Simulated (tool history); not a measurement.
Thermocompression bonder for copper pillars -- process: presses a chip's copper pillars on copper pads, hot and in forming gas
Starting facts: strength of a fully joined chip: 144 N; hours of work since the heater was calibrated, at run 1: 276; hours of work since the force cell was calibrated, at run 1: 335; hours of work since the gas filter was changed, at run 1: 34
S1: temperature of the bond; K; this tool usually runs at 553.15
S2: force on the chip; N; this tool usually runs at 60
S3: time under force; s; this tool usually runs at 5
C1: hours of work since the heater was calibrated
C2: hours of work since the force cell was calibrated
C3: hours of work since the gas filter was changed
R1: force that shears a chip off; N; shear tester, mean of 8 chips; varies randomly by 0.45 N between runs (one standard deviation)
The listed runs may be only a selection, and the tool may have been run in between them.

run 1 hour=0.0 | S1=553.15 S2=60 S3=5 | C1=276 C2=335 C3=34 | R1=56.2
run 2 hour=11.7 | S1=532.15 S2=60 S3=5 | C1=284 C2=344 C3=42 | R1=44.0
run 3 hour=18.5 | S1=532.15 S2=60 S3=5 | C1=289 C2=348 C3=47 | R1=42.8
run 4 hour=30.8 | S1=553.15 S2=60 S3=5 | C1=297 C2=357 C3=55 | R1=56.4
run 5 hour=41.7 | S1=571.15 S2=60 S3=5 | C1=305 C2=364 C3=63 | R1=68.9
run 6 hour=50.0 | S1=571.15 S2=60 S3=5 | C1=310 C2=370 C3=68 | R1=69.8
run 7 hour=57.9 | S1=540.15 S2=60 S3=5 | C1=316 C2=376 C3=74 | R1=48.3
run 8 hour=73.7 | S1=540.15 S2=60 S3=5 | C1=327 C2=386 C3=85 | R1=48.7
run 9 hour=81.9 | S1=540.15 S2=60 S3=5 | C1=332 C2=392 C3=90 | R1=48.4
run 10 hour=90.5 | S1=531.15 S2=60 S3=10 | C1=338 C2=398 C3=96 | R1=56.9
run 11 hour=105.2 | S1=531.15 S2=60 S3=10 | C1=348 C2=408 C3=106 | R1=56.9
run 12 hour=116.4 | S1=531.15 S2=60 S3=10 | C1=356 C2=416 C3=114 | R1=56.5
run 13 hour=132.7 | S1=560.15 S2=60 S3=5 | C1=367 C2=427 C3=125 | R1=61.9
run 14 hour=148.2 | S1=573.15 S2=60 S3=5 | C1=378 C2=438 C3=136 | R1=69.8
run 15 hour=155.8 | S1=553.15 S2=64 S3=5 | C1=383 C2=443 C3=141 | R1=59.4
run 16 hour=163.1 | S1=553.15 S2=64 S3=5 | C1=388 C2=448 C3=146 | R1=59.6
run 17 hour=176.6 | S1=537.15 S2=64 S3=14 | C1=398 C2=458 C3=156 | R1=71.5

Each row is a separate what-if for the run after 17, all from the same tool condition, not one after another. Results?
run A hour=187.5 | S1=549.15 S2=64 S3=3 | C1=405 C2=465 C3=163 | R1=?
run B hour=187.5 | S1=540.15 S2=53 S3=10 | C1=405 C2=465 C3=163 | R1=?
run C hour=187.5 | S1=565.15 S2=52 S3=10 | C1=405 C2=465 C3=163 | R1=?
run D hour=187.5 | S1=542.15 S2=68 S3=4 | C1=405 C2=465 C3=163 | R1=?

run=A R1=45.6
run=B R1=58.3
run=C R1=76.2
run=D R1=49.0
The same runs, with their run-to-run variation unchanged, on a tool lacking any hidden condition would have given:
run=A R1=45.6
run=B R1=58.3
run=C R1=76.2
run=D R1=49.1
